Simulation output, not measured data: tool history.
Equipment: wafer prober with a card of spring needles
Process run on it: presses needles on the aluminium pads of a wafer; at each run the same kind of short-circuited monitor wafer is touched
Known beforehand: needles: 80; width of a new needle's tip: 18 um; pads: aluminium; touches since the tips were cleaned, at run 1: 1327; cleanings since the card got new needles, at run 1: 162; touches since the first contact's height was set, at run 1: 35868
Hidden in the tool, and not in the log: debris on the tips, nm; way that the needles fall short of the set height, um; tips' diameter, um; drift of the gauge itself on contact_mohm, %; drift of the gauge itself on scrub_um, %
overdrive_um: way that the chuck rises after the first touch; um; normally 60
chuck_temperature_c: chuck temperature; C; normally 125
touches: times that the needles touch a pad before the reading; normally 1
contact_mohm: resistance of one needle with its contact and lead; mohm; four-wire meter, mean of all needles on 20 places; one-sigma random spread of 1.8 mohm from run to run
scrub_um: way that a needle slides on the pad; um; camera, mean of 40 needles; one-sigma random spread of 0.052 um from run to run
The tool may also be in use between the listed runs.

run	hour	overdrive_um	chuck_temperature_c	touches	touches since the tips were cleaned	cleanings since the card got new needles	touches since the first contact's height was set	contact_mohm	scrub_um
1	0	60	125	1	1327	162	35868	343	15.36
# hour 15.7: tips cleaned on abrasive film
# hour 35.3: tips cleaned on abrasive film
# hour 54.9: tips cleaned on abrasive film
# hour 70.7: tips cleaned on abrasive film
# hour 90.3: tips cleaned on abrasive film
2	93.1	60	125	1	1178	167	74876	354	15.16
# hour 108.8: tips cleaned on abrasive film
# hour 128.4: tips cleaned on abrasive film
# hour 144.1: tips cleaned on abrasive film
# hour 163.7: tips cleaned on abrasive film
# hour 183.3: tips cleaned on abrasive film
3	194.7	60	125	2	4792	172	117499	375	15.08
# hour 202.6: tips cleaned on abrasive film
# hour 222.2: tips cleaned on abrasive film
# hour 237.9: tips cleaned on abrasive film
4	246.4	60	125	2	3565	175	139157	375	15.03
# hour 254.3: tips cleaned on abrasive film
# hour 273.9: tips cleaned on abrasive film
# hour 293.5: tips cleaned on abrasive film
# hour 309.2: tips cleaned on abrasive film
5	311.3	60	46	2	892	179	166364	267	14.87
# hour 327: tips cleaned on abrasive film
# hour 346.7: tips cleaned on abrasive film
# hour 366.3: tips cleaned on abrasive film
# hour 385.9: tips cleaned on abrasive film
# hour 405.5: tips cleaned on abrasive film
6	407.4	60	125	1	789	184	206628	332	14.71
# hour 423.1: tips cleaned on abrasive film
# hour 442.7: tips cleaned on abrasive film
7	448.9	60	125	1	2627	186	224060	454	14.72
# hour 460.7: tips cleaned on abrasive film
# hour 480.4: tips cleaned on abrasive film
# hour 496.3: height of the first contact set anew
# hour 500.3: tips cleaned on abrasive film
8	500.5	60	35	1	108	189	1752	232	15.46
# hour 516.2: tips cleaned on abrasive film
# hour 532: tips cleaned on abrasive film
9	542.8	60	125	1	4554	191	19464	498	15.36
# hour 550.7: tips cleaned on abrasive film
# hour 566.4: tips cleaned on abrasive film
# hour 586: tips cleaned on abrasive film
10	589.6	60	34	1	1529	194	39086	443	15.23
# hour 605.3: tips cleaned on abrasive film
# hour 621: tips cleaned on abrasive film
# hour 640.7: tips cleaned on abrasive film
# hour 660.3: tips cleaned on abrasive film
# hour 676: tips cleaned on abrasive film
11	679.4	60	34	1	1436	199	76708	424	15.07
# hour 695.1: tips cleaned on abrasive film
# hour 710.8: tips cleaned on abrasive film
# hour 730.4: tips cleaned on abrasive film
# hour 746.1: tips cleaned on abrasive film
# hour 761.8: tips cleaned on abrasive film
12	771.8	60	31	1	4194	204	115445	555	15.09
# hour 779.7: tips cleaned on abrasive film
# hour 799.3: tips cleaned on abrasive film
# hour 818.9: tips cleaned on abrasive film
13	824.1	60	125	1	2197	207	137379	466	14.97
# hour 835.9: tips cleaned on abrasive film
# hour 855.6: tips cleaned on abrasive film
14	869.6	60	125	2	5905	209	156440	418	14.91
# hour 873.6: tips cleaned on abrasive film
# hour 893.2: tips cleaned on abrasive film
# hour 912.8: tips cleaned on abrasive film
# hour 932.4: tips cleaned on abrasive film
# hour 952: tips cleaned on abrasive film
15	962.3	58	88	1	4325	214	195305	571	14.3

For run 16, what comes out?
# hour 970.2: tips cleaned on abrasive film
# hour 989.8: tips cleaned on abrasive film
# hour 1009.4: tips cleaned on abrasive film
16	1022.1	58	88	1	5331	217	220374	?	?

Run 16 produced contact_mohm 611 mohm, scrub_um 14.23 um.
With the hidden condition absent and the run-to-run variation left alone, this run would have shown contact_mohm 176 mohm, scrub_um 14.96 um.
